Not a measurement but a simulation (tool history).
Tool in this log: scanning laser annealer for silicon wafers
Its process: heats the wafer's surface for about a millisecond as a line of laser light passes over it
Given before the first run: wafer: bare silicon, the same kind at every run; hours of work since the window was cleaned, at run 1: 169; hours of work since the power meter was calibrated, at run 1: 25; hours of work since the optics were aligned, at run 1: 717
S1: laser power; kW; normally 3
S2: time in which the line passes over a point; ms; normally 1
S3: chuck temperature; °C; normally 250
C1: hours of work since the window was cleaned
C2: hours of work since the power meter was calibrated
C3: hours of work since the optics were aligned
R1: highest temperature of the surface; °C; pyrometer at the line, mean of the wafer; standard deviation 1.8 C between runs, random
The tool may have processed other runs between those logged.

run,day,S1,S2,S3,C1,C2,C3,R1
1,0,3,1,250,169,25,717,1010
2,0.388,2.759,1,250,174,30,722,930
3,0.65,2.759,1,250,177,33,725,929
4,0.896,3,1,250,180,36,728,1008
5,1.296,3,1,250,185,41,733,1007
6,1.762,3,1,250,190,46,738,1007
7,2.225,3,1,250,196,52,744,1008
8,2.5,3,1,250,199,55,747,1004
9,2.821,3,1,220,203,59,751,976
10,3.012,3,1,220,205,61,754,978
# day 3.133: window over the wafer cleaned
11,3.475,3,1,220,4,66,758,969
12,3.7,3,1,220,7,69,761,970
13,4.088,3,1,250,12,73,766,999
14,4.533,3,0.71,250,17,79,771,882
# day 4.938: window over the wafer cleaned, once more
15,4.95,3,0.71,250,0,83,775,917
16,5.217,3,0.71,250,3,86,778,913
17,5.475,2.574,1,250,7,89,781,889
18,5.742,2.574,1,250,10,92,785,890
19,6.204,3.178,0.82,258,15,98,790,1025
20,6.579,3,1,214,20,103,795,999
21,6.833,3,1,243,23,106,798,1024
22,7.075,3.065,0.92,243,26,109,801,1015
23,7.538,2.864,0.97,250,32,114,806,978
24,7.825,3.285,1.11,210,35,118,810,1137
25,8.175,3.285,1.11,210,39,122,814,1139
26,8.367,3.184,1.19,210,42,124,816,1131
27,8.729,2.79,0.85,265,46,129,821,921
28,9.167,2.79,0.85,265,51,134,826,915
29,9.45,2.79,0.85,265,55,137,830,918
30,9.854,2.79,0.85,265,60,142,834,919
31,10.229,3.079,0.8,258,64,147,839,982
32,10.633,2.696,1.02,250,69,152,844,933
33,11.033,2.696,1.02,255,74,157,849,937
34,11.317,3.135,0.99,255,77,160,852,1075
35,11.779,3.026,0.94,232,83,166,858,992

Branching from run 35: 4 alternative next runs. What would each branch give?
A,12.033,2.8,0.89,250,86,169,861,?
B,12.033,2.612,0.92,250,86,169,861,?
C,12.033,3.287,0.77,237,86,169,861,?
D,12.033,2.639,0.94,227,86,169,861,?

run,R1
A,917
B,871
C,1007
D,860
Without the tool's hidden state the same runs would have given:
run,R1
A,934
B,887
C,1027
D,876
